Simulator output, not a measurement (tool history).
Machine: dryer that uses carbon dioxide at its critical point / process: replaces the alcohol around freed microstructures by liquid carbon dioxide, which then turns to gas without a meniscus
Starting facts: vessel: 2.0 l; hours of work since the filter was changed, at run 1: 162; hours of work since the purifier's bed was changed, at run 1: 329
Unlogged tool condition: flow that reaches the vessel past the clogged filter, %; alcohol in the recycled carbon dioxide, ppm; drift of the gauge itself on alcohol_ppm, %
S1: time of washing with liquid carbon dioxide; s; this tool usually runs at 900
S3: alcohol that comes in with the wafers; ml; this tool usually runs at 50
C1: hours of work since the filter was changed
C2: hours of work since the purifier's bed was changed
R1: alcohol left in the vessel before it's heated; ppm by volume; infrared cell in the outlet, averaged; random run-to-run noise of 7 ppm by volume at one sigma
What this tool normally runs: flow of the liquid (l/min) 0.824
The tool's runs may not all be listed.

Run 1, hour 0: usual settings; C1 162; C2 329. Result: R1 483 ppm by volume.
Run 2, hour 8.8: usual settings; C1 168; C2 335. Result: R1 486 ppm by volume.
Run 3, hour 15.8: usual settings; C1 173; C2 340. Result: R1 499 ppm by volume.
Run 4, hour 28.2: usual settings; C1 182; C2 349. Result: R1 501 ppm by volume.
Run 5, hour 34.5: usual settings; C1 186; C2 353. Result: R1 491 ppm by volume.
Run 6, hour 45.4: usual settings; C1 194; C2 361. Result: R1 504 ppm by volume.
Run 7, hour 54.7: usual settings; C1 200; C2 367. Result: R1 512 ppm by volume.
Run 8, hour 63.2: usual settings; C1 206; C2 373. Result: R1 523 ppm by volume.
Run 9, hour 69.8: usual settings; C1 211; C2 378. Result: R1 522 ppm by volume.
Run 10, hour 79.9: usual settings; C1 218; C2 385. Result: R1 502 ppm by volume.
Run 11, hour 93.3: usual settings but flow of the liquid (l/min) 0.642; C1 227; C2 394. Result: R1 1228 ppm by volume.
Run 12, hour 103: usual settings but S3 103 ml; C1 234; C2 401. Result: R1 1015 ppm by volume.
Run 13, hour 118.3: usual settings but S3 103 ml; C1 245; C2 411. Result: R1 1039 ppm by volume.
At hour 121.2: inlet filter changed.
Run 14, hour 133.7: usual settings but S3 103 ml; C1 9; C2 421. Result: R1 774 ppm by volume.
Run 15, hour 140.9: usual settings but S3 103 ml; C1 14; C2 427. Result: R1 774 ppm by volume.
Run 16, hour 155.7: usual settings; C1 24; C2 437. Result: R1 422 ppm by volume.
Run 17, hour 163.4: usual settings but flow of the liquid (l/min) 0.579; C1 29; C2 442. Result: R1 1310 ppm by volume.
Run 18, hour 175.3: usual settings but flow of the liquid (l/min) 0.579; C1 38; C2 451. Result: R1 1333 ppm by volume.
Run 19, hour 185.5: usual settings but flow of the liquid (l/min) 0.579; C1 45; C2 458. Result: R1 1351 ppm by volume.
Run 20, hour 200.8: usual settings but S1 540 s, flow of the liquid (l/min) 1.01, S3 28 ml; C1 55; C2 468. Result: R1 699 ppm by volume.
Run 21, hour 208.1: usual settings but S1 540 s, flow of the liquid (l/min) 1.01, S3 28 ml; C1 61; C2 473. Result: R1 718 ppm by volume.
Run 22, hour 216.8: usual settings but S1 1260 s, flow of the liquid (l/min) 1.01, S3 74 ml; C1 67; C2 479. Result: R1 128 ppm by volume.
Run 23, hour 224: usual settings but S1 1260 s, flow of the liquid (l/min) 1.01, S3 74 ml; C1 72; C2 484. Result: R1 129 ppm by volume.
Run 24, hour 233.9: usual settings but flow of the liquid (l/min) 0.853, S3 90 ml; C1 79; C2 491. Result: R1 681 ppm by volume.
Run 25, hour 245.2: usual settings but flow of the liquid (l/min) 0.542; C1 86; C2 499. Result: R1 1753 ppm by volume.
Run 26, hour 252.1: usual settings but S1 1080 s, flow of the liquid (l/min) 1.098, S3 53 ml; C1 91; C2 504. Result: R1 143 ppm by volume.
Run 27, hour 265.5: usual settings but S1 1080 s, flow of the liquid (l/min) 1.098, S3 53 ml; C1 101; C2 513. Result: R1 136 ppm by volume.
Run 28, hour 277.9: usual settings but S1 1080 s, flow of the liquid (l/min) 1.098, S3 53 ml; C1 109; C2 522. Result: R1 141 ppm by volume.
Run 29, hour 285.4: usual settings but S1 960 s, flow of the liquid (l/min) 1.138, S3 38 ml; C1 115; C2 527. Result: R1 154 ppm by volume.
Run 30, hour 297.1: usual settings but S1 960 s, flow of the liquid (l/min) 1.138, S3 38 ml; C1 123; C2 535. Result: R1 158 ppm by volume.
Run 31, hour 308.2: usual settings but S1 660 s, flow of the liquid (l/min) 1.01, S3 45 ml; C1 130; C2 543. Result: R1 634 ppm by volume.
Run 32, hour 316.4: usual settings but S1 1200 s, flow of the liquid (l/min) 1.037; C1 136; C2 549. Result: R1 146 ppm by volume.
Run 33, hour 324.1: usual settings but S1 1080 s; C1 141; C2 554. Result: R1 284 ppm by volume.
Run 34, hour 335.3: usual settings but S1 1320 s, flow of the liquid (l/min) 1.225; C1 149; C2 562. Result: R1 121 ppm by volume.
Run 35, hour 347.1: usual settings but flow of the liquid (l/min) 1.02; C1 158; C2 570. Result: R1 281 ppm by volume.
Run 36, hour 354.3: usual settings but flow of the liquid (l/min) 1.02; C1 163; C2 575. Result: R1 274 ppm by volume.

Predict each of these 3 candidate next runs independently; none follows another, all start after run 36:
Run A, hour 367.5: usual settings but flow of the liquid (l/min) 0.55; C1 172; C2 585. Result: R1 ?.
Run B, hour 367.5: usual settings but S3 26 ml; C1 172; C2 585. Result: R1 ?.
Run C, hour 367.5: usual settings but S1 1140 s, flow of the liquid (l/min) 1.159, S3 27 ml; C1 172; C2 585. Result: R1 ?.

run    R1
  A  1746
  B   344
  C   142
The same runs, with their run-to-run variation unchanged, on a tool lacking any hidden condition would have given:
run    R1
  A  1388
  B   176
  C    12

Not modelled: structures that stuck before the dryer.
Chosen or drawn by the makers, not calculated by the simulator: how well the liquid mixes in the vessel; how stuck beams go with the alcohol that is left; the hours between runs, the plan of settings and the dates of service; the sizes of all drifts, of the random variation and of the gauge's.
